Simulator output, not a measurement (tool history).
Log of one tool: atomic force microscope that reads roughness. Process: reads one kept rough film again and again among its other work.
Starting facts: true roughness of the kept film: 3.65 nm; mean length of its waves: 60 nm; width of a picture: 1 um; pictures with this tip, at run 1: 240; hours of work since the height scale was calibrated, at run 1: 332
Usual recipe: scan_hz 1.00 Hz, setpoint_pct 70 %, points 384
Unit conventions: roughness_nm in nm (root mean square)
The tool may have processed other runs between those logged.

| run | hour | scan_hz | setpoint_pct | points | pictures with this tip | hours of work since the height scale was calibrated | roughness_nm |
|---|---|---|---|---|---|---|---|
| 1 | 0.0 | 1.00 | 70 | 384 | 240 | 332 | 3.194 |
|  | 13.2 | new tip fitted |
| 2 | 27.4 | 1.76 | 70 | 384 | 34 | 352 | 3.184 |
| 3 | 63.8 | 1.00 | 70 | 384 | 122 | 379 | 3.276 |
| 4 | 85.0 | 1.00 | 70 | 384 | 173 | 395 | 3.235 |
| 5 | 114.7 | 1.00 | 70 | 384 | 245 | 417 | 3.186 |
|  | 128.6 | new tip fitted |
| 6 | 144.9 | 1.00 | 70 | 615 | 39 | 439 | 3.309 |
| 7 | 182.4 | 1.00 | 70 | 615 | 130 | 467 | 3.248 |
| 8 | 224.2 | 1.00 | 70 | 615 | 231 | 499 | 3.172 |
|  | 241.4 | new tip fitted |
| 9 | 260.2 | 1.00 | 70 | 615 | 45 | 525 | 3.296 |
| 10 | 282.3 | 1.00 | 70 | 615 | 98 | 542 | 3.279 |
| 11 | 313.6 | 1.00 | 70 | 615 | 174 | 565 | 3.238 |
| 12 | 336.6 | 1.00 | 70 | 384 | 229 | 582 | 3.200 |
|  | 358.2 | new tip fitted |
| 13 | 363.7 | 1.00 | 83 | 384 | 14 | 602 | 3.174 |
| 14 | 403.3 | 1.00 | 83 | 384 | 109 | 632 | 3.113 |
| 15 | 450.2 | 1.00 | 65 | 384 | 222 | 667 | 3.267 |
|  | 471.0 | new tip fitted |
| 16 | 490.0 | 1.00 | 66 | 384 | 46 | 696 | 3.362 |
| 17 | 526.3 | 1.00 | 70 | 411 | 134 | 724 | 3.278 |
| 18 | 571.0 | 1.00 | 70 | 411 | 241 | 757 | 3.219 |
|  | 585.3 | new tip fitted |
| 19 | 604.3 | 1.00 | 56 | 384 | 45 | 782 | 3.448 |
| 20 | 645.6 | 1.00 | 56 | 384 | 145 | 813 | 3.370 |
| 21 | 679.2 | 1.00 | 56 | 384 | 226 | 838 | 3.341 |
|  | 700.0 | new tip fitted |
| 22 | 723.3 | 1.00 | 56 | 384 | 56 | 870 | 3.434 |
| 23 | 744.3 | 1.00 | 58 | 384 | 107 | 886 | 3.401 |
| 24 | 767.1 | 1.00 | 58 | 384 | 162 | 903 | 3.349 |
|  | 771.5 | height scale calibrated on a step standard |
| 25 | 790.3 | 1.00 | 58 | 384 | 215 | 14 | 3.315 |
|  | 814.7 | new tip fitted |
| 26 | 822.6 | 1.00 | 63 | 384 | 19 | 38 | 3.397 |
| 27 | 869.9 | 1.00 | 61 | 488 | 133 | 73 | 3.362 |
| 28 | 893.4 | 1.00 | 61 | 488 | 190 | 91 | 3.325 |
|  | 898.6 | height scale calibrated on a step standard, once more |
|  | 931.0 | new tip fitted |
| 29 | 932.9 | 2.07 | 70 | 384 | 4 | 25 | 3.151 |
| 30 | 961.8 | 2.07 | 70 | 384 | 74 | 47 | 3.123 |
| 31 | 986.0 | 2.07 | 70 | 384 | 132 | 65 | 3.050 |
| 32 | 1020.5 | 1.16 | 70 | 384 | 216 | 91 | 3.153 |
|  | 1045.8 | new tip fitted |
| 33 | 1050.6 | 1.00 | 74 | 541 | 12 | 113 | 3.288 |
| 34 | 1087.4 | 1.00 | 78 | 269 | 101 | 141 | 3.146 |
| 35 | 1130.5 | 1.00 | 78 | 269 | 205 | 173 | 3.086 |
|  | 1161.6 | new tip fitted |
| 36 | 1167.9 | 1.00 | 64 | 384 | 16 | 200 | 3.405 |
| 37 | 1213.7 | 1.00 | 72 | 384 | 126 | 235 | 3.241 |
| 38 | 1247.8 | 2.16 | 60 | 384 | 208 | 260 | 3.190 |
|  | 1274.3 | new tip fitted |
| 39 | 1292.2 | 0.60 | 81 | 266 | 43 | 293 | 3.313 |
| 40 | 1339.6 | 1.00 | 65 | 384 | 157 | 328 | 3.274 |
| 41 | 1362.8 | 1.00 | 64 | 856 | 213 | 346 | 3.260 |
|  | 1387.8 | new tip fitted |
| 42 | 1399.4 | 1.60 | 75 | 856 | 27 | 373 | 3.141 |
| 43 | 1429.9 | 1.29 | 70 | 558 | 101 | 396 | 3.229 |
| 44 | 1462.1 | 1.32 | 67 | 895 | 179 | 420 | 3.233 |
| 45 | 1491.2 | 1.26 | 86 | 384 | 249 | 442 | 2.890 |
|  | 1501.4 | new tip fitted |
| 46 | 1533.3 | 1.26 | 86 | 384 | 77 | 473 | 2.988 |
| 47 | 1572.1 | 1.26 | 61 | 695 | 171 | 502 | 3.298 |
|  | 1614.7 | new tip fitted |
| 48 | 1614.7 | 2.87 | 81 | 584 | 0 | 533 | 2.720 |

5 options for the next run, each taken on its own from the tool as it stands now. Forecast them:
| A | 1652.6 | 2.38 | 86 | 399 | 92 | 562 | ? |
| B | 1652.6 | 1.00 | 85 | 384 | 92 | 562 | ? |
| C | 1652.6 | 3.34 | 84 | 584 | 92 | 562 | ? |
| D | 1652.6 | 0.55 | 81 | 584 | 92 | 562 | ? |
| E | 1652.6 | 3.65 | 81 | 858 | 92 | 562 | ? |

| run | roughness_nm |
|---|---|
| A | 2.653 |
| B | 3.093 |
| C | 2.460 |
| D | 3.270 |
| E | 2.510 |
Stripped of hidden state, with their random variation kept, the same runs would have yielded:
| run | roughness_nm |
|---|---|
| A | 2.693 |
| B | 3.140 |
| C | 2.497 |
| D | 3.320 |
| E | 2.548 |

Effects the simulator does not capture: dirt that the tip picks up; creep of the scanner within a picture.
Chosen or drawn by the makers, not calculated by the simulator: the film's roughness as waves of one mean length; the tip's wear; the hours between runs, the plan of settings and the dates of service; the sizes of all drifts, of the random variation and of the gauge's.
